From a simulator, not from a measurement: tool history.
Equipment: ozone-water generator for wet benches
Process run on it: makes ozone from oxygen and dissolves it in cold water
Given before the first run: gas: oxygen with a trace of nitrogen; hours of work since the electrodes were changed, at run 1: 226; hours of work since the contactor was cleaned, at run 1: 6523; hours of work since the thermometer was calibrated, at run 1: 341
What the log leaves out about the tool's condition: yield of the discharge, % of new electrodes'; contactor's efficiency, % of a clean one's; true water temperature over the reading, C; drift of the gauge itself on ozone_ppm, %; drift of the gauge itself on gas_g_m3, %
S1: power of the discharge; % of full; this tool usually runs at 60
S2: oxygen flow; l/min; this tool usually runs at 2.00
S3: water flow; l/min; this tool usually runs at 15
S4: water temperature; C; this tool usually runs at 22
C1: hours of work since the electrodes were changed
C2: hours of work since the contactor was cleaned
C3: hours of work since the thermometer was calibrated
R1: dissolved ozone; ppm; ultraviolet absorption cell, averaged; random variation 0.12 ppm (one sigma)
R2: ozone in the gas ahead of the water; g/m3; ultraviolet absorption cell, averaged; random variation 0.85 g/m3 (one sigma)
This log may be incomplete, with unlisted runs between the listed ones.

run   hour  S1    S2  S3  S4   C1    C2   C3    R1     R2
  1    0.0  60  2.00  15  22  226  6523  341   9.6  138.4
  2   17.7  60  2.00  15  22  238  6535  353   9.5  137.2
  3   54.0  60  1.38  15  22  263  6559  377   9.4  175.2
  4   95.0  60  1.38  15  22  290  6587  405   9.2  176.0
  5  120.6  60  1.38  15  22  307  6604  422   9.3  175.8
  6  141.4  60  1.38  15  22  321  6618  436   9.3  175.6
  7  177.9  60  2.00  17  22  346  6642  460   8.6  136.3
  8  201.6  60  2.00  17  22  362  6658  476   8.4  137.8
  9  225.2  60  2.00  15  22  377  6674  492   9.6  138.8
 10  263.2  60  2.00  15  27  403  6700  518   8.9  137.8
 11  294.5  66  2.00  15  22  424  6721  539  10.2  146.3
 12  334.1  66  2.00  15  22  451  6747  565  10.1  146.6
 13  369.4  60  2.00  22  22  474  6771  589   6.4  137.3
 14  400.4  60  2.00  22  22  495  6792  610   6.5  137.3
 15  441.3  60  2.00  12  22  523  6819  637  11.4  137.7
 16  477.9  60  2.71  15  22  547  6844  662   9.4  112.4
 17  510.2  50  2.01  14  19  569  6865  683   9.2  122.0
 18  529.6  89  1.54  22  16  582  6878  696   8.1  207.7
 19  556.6  41  1.54  19  24  600  6897  714   5.7  127.6
 20  573.2  41  1.54  19  24  611  6908  726   5.6  126.9
 21  590.2  70  2.20  15  22  622  6919  737  10.4  143.3
 22  611.4  70  2.18  15  22  637  6933  751  10.7  142.1
 23  631.8  41  2.00  15  22  650  6947  765   7.4  106.3
 24  663.3  51  2.00  16  22  672  6968  786   8.0  124.7
 25  685.2  49  1.43  13  14  686  6983  801  10.1  150.8
 26  718.9  60  2.00  15  18  709  7006  823   9.8  138.9
 27  746.5  60  2.00  15  18  727  7024  842   9.9  136.5
 28  763.4  76  2.00  22  16  739  7035  853   7.7  159.2
 29  785.0  42  2.83  20  22  753  7050  868   5.6   88.1
     805.7  -- contactor cleaned
 30  816.9  42  2.83  19  22  772     7  886   6.4   87.2
 31  834.5  49  2.00  15  22  784    19  898   9.0  121.6
 32  866.3  49  2.00  15  22  805    41  920   9.0  120.6

Measured minus without-hidden-state, run by run (identical run-to-run variation in each term; gauge scatter may differ):
run    R1    R2
  1  -0.6  -0.6
  2  -0.7  -0.7
  3  -0.7  -0.9
  4  -0.7  -0.9
  5  -0.7  -0.9
  6  -0.7  -1.0
  7  -0.7  -0.7
  8  -0.6  -0.8
  9  -0.8  -0.8
 10  -0.7  -0.9
 11  -0.8  -1.0
 12  -0.8  -1.0
 13  -0.6  -1.0
 14  -0.6  -1.0
 15  -0.8  -1.0
 16  -0.8  -0.9
 17  -0.7  -0.9
 18  -0.8  -2.2
 19  -0.5  -0.8
 20  -0.5  -0.8
 21  -0.9  -1.4
 22  -0.8  -1.4
 23  -0.6  -0.6
 24  -0.7  -1.0
 25  -0.7  -1.2
 26  -0.8  -1.3
 27  -0.8  -1.4
 28  -0.8  -1.8
 29  -0.6  -0.6
 30  +0.0  -0.7
 31  -0.1  -1.0
 32  -0.1  -1.0
